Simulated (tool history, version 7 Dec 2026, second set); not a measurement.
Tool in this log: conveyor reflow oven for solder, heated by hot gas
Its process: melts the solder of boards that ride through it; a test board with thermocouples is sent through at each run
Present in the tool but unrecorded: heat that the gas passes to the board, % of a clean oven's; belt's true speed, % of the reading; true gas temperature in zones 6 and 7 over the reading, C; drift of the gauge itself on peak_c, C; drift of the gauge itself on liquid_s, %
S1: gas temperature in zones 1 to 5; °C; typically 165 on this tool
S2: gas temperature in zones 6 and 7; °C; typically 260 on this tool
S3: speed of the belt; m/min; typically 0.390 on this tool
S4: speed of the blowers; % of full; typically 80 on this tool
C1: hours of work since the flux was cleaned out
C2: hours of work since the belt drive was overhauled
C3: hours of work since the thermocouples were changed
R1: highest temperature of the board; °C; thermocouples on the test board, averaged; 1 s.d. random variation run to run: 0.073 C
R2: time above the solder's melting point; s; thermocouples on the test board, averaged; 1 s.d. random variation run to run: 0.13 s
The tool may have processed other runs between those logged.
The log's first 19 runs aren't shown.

Run 20, day 20.567: usual settings but S1 158 °C, S2 264 °C, S3 0.369 m/min, S4 52 % of full; C1 246; C2 458; C3 10. Result: R1 248.98 °C, R2 75.5 s.
Run 21, day 21.300: usual settings but S1 162 °C, S2 251 °C, S3 0.402 m/min, S4 77 % of full; C1 255; C2 466; C3 19. Result: R1 240.98 °C, R2 64.0 s.
Run 22, day 22.333: usual settings but S1 162 °C, S2 251 °C, S3 0.402 m/min, S4 77 % of full; C1 267; C2 478; C3 31. Result: R1 241.04 °C, R2 64.0 s.
Run 23, day 23.375: usual settings but S1 162 °C, S2 251 °C, S3 0.402 m/min, S4 77 % of full; C1 279; C2 491; C3 43. Result: R1 241.11 °C, R2 64.0 s.
Run 24, day 24.833: usual settings but S1 156 °C, S2 257 °C, S3 0.396 m/min, S4 85 % of full; C1 296; C2 508; C3 60. Result: R1 247.74 °C, R2 71.4 s.
Run 25, day 25.671: usual settings but S1 156 °C, S2 257 °C, S3 0.396 m/min, S4 85 % of full; C1 306; C2 517; C3 70. Result: R1 247.73 °C, R2 71.3 s.
Run 26, day 27.075: usual settings but S1 156 °C, S2 257 °C, S3 0.396 m/min, S4 85 % of full; C1 322; C2 534; C3 87. Result: R1 247.69 °C, R2 71.2 s.
Run 27, day 27.900: usual settings but S1 156 °C, S2 270 °C, S3 0.396 m/min, S4 85 % of full; C1 332; C2 544; C3 96. Result: R1 259.84 °C, R2 81.8 s.
Run 28, day 28.717: usual settings but S1 169 °C, S2 270 °C, S3 0.335 m/min, S4 85 % of full; C1 341; C2 553; C3 106. Result: R1 264.58 °C, R2 108.2 s.
Run 29, day 29.617: usual settings but S1 169 °C, S2 270 °C, S3 0.335 m/min, S4 85 % of full; C1 352; C2 564; C3 116. Result: R1 264.59 °C, R2 108.7 s.
Run 30, day 30.575: usual settings but S1 152 °C, S2 263 °C, S3 0.328 m/min, S4 58 % of full; C1 363; C2 575; C3 128. Result: R1 252.54 °C, R2 90.0 s.
Run 31, day 31.917: usual settings but S1 152 °C, S2 263 °C, S3 0.328 m/min, S4 58 % of full; C1 379; C2 591; C3 143. Result: R1 252.56 °C, R2 89.7 s.

Below are 4 alternative next runs, each starting from the tool's condition after run 31. Predict each:
Run A, day 32.658: usual settings but S1 152 °C, S2 255 °C, S3 0.394 m/min, S4 58 % of full; C1 387; C2 599; C3 152. Result: R1 ?, R2 ?.
Run B, day 32.658: usual settings but S1 152 °C, S2 263 °C, S3 0.328 m/min, S4 53 % of full; C1 387; C2 599; C3 152. Result: R1 ?, R2 ?.
Run C, day 32.658: usual settings but S1 160 °C, S2 267 °C, S3 0.328 m/min, S4 58 % of full; C1 387; C2 599; C3 152. Result: R1 ?, R2 ?.
Run D, day 32.658: usual settings but S1 172 °C, S3 0.407 m/min, S4 78 % of full; C1 387; C2 599; C3 152. Result: R1 ?, R2 ?.

run      R1    R2
  A  239.59  56.4
  B  251.19  87.5
  C  257.06  98.2
  D  250.29  77.6
Take away the tool's hidden state, keep each run's random variation, and the runs would have read:
run      R1    R2
  A  239.61  56.4
  B  251.00  87.0
  C  256.88  97.7
  D  250.32  77.5
